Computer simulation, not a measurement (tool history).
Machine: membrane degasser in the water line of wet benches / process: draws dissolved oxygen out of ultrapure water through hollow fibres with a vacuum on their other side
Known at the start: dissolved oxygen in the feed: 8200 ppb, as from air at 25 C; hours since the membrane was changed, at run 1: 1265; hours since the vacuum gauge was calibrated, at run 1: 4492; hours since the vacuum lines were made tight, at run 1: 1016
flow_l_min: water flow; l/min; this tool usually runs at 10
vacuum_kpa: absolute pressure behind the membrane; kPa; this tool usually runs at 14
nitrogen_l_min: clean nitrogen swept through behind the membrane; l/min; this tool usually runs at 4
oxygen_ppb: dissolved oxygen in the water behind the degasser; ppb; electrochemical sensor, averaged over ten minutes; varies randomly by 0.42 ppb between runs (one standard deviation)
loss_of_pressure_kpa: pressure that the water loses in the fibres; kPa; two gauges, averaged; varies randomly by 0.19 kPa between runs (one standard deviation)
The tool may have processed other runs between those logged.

run	hour	flow_l_min	vacuum_kpa	nitrogen_l_min	hours since the membrane was changed	hours since the vacuum gauge was calibrated	hours since the vacuum lines were made tight	oxygen_ppb	loss_of_pressure_kpa
1	0	10	14	4	1265	4492	1016	71.4	38.45
2	150.7	11	14	4	1416	4643	1167	80.2	42.47
3	332.3	11	14	4	1598	4825	1348	80.6	42.5
4	421.4	11	14	4	1687	4914	1437	80.8	42.42
5	559.2	11	14	4	1825	5051	1575	80.9	42.99
6	737.7	11	14	3.7	2003	5230	1754	87.5	42.79
7	812.4	12	14	3.7	2078	5305	1828	96	46.67
8	912.5	12	14	3.7	2178	5405	1928	95.8	46.49
9	1091.2	12	16.7	3.8	2357	5584	2107	115.6	46.82
# hour 1174.5: vacuum gauge calibrated
10	1229.4	10	14	1.65	2494	55	2245	171.4	39.01
11	1371.3	10	12.8	1.65	2636	197	2387	155.3	39.25
12	1536.5	10	12.8	1.65	2801	362	2552	154	39.3
# hour 1547.1: vacuum gauge calibrated, once more
13	1690.8	10	12.1	5.83	2955	144	2706	41.7	39.27
14	1802	10	12.1	5.83	3066	255	2817	41.7	39.53
15	1912.3	6	33.3	9.34	3177	365	2927	50.9	23.94
16	2088.3	7	15.4	3.62	3353	541	3103	61.1	27.68

Branching from run 16: 3 alternative next runs. What would each branch give?
A	2194	11	12.8	6.82	3458	647	3209	?	?
B	2194	12	23.1	3.99	3458	647	3209	?	?
C	2194	7	11.3	4	3458	647	3209	?	?

run	oxygen_ppb	loss_of_pressure_kpa
A	44.8	43.41
B	154.4	47.59
C	37.2	27.67
The same runs, with their run-to-run variation unchanged, on a tool lacking any hidden condition would have given:
run	oxygen_ppb	loss_of_pressure_kpa
A	42.6	41.54
B	149.8	45.55
C	35.8	26.48
